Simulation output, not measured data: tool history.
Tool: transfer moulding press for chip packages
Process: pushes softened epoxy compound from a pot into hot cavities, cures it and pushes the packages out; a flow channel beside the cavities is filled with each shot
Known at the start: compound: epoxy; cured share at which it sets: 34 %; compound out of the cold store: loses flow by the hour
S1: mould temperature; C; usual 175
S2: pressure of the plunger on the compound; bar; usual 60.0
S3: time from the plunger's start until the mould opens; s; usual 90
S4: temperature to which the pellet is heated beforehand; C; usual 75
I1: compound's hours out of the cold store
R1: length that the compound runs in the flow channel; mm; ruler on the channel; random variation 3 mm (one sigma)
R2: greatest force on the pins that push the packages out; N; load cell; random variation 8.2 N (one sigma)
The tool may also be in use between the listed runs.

Run 1, hour 0.0: usual settings; I1 17.2. Result: R1 922 mm, R2 574 N.
Run 2, hour 18.9: usual settings; I1 41.9. Result: R1 862 mm, R2 601 N.
Run 3, hour 50.5: usual settings; I1 35.4. Result: R1 871 mm, R2 391 N.
Run 4, hour 72.5: usual settings; I1 38.7. Result: R1 865 mm, R2 499 N.
Run 5, hour 90.0: usual settings; I1 20.5. Result: R1 911 mm, R2 552 N.
Run 6, hour 109.5: usual settings; I1 43.4. Result: R1 847 mm, R2 622 N.
Run 7, hour 148.6: usual settings but S1 179 C, S2 72.4 bar; I1 10.6. Result: R1 989 mm, R2 376 N.
Run 8, hour 173.9: usual settings but S1 179 C, S2 72.4 bar; I1 39.9. Result: R1 910 mm, R2 481 N.
Run 9, hour 203.8: usual settings but S1 168 C, S2 49.4 bar, S3 116 s, S4 77 C; I1 45.2. Result: R1 798 mm, R2 594 N.
Run 10, hour 228.5: usual settings but S1 168 C, S2 63.5 bar, S3 116 s, S4 69 C; I1 40.0. Result: R1 912 mm, R2 367 N.
Run 11, hour 259.9: usual settings but S1 176 C, S2 64.3 bar, S3 115 s, S4 79 C; I1 9.4. Result: R1 951 mm, R2 423 N.

Taken out of this log: 3 entries between the listed runs. Where each belongs, and how the hidden state differs across it:
Between runs 2 and 3: cavities cleaned with cleaning compound and waxed (hour 44.8)
  true mould temperature over the reading, C: 1.11 -> 1.14; pressure that reaches the compound, % of what is set: 98.98 -> 98.53; grip of the stained cavities, % over clean ones': 79.3 -> 12.2
  measured less the result without the state, R1: -11 -> -13 mm; R2: +248 -> +22 N
Between runs 6 and 7: cavities cleaned with cleaning compound and waxed (hour 133.9)
  true mould temperature over the reading, C: 1.19 -> 1.22; pressure that reaches the compound, % of what is set: 97.59 -> 97.01; grip of the stained cavities, % over clean ones': 79.4 -> 27.3
  measured less the result without the state, R1: -17 -> -23 mm; R2: +253 -> +71 N
Between runs 9 and 10: cavities cleaned with cleaning compound and waxed (hour 223.0)
  true mould temperature over the reading, C: 1.27 -> 1.29; pressure that reaches the compound, % of what is set: 96.15 -> 95.79; grip of the stained cavities, % over clean ones': 80.5 -> 9.9
  measured less the result without the state, R1: -23 -> -29 mm; R2: +245 -> +8 N

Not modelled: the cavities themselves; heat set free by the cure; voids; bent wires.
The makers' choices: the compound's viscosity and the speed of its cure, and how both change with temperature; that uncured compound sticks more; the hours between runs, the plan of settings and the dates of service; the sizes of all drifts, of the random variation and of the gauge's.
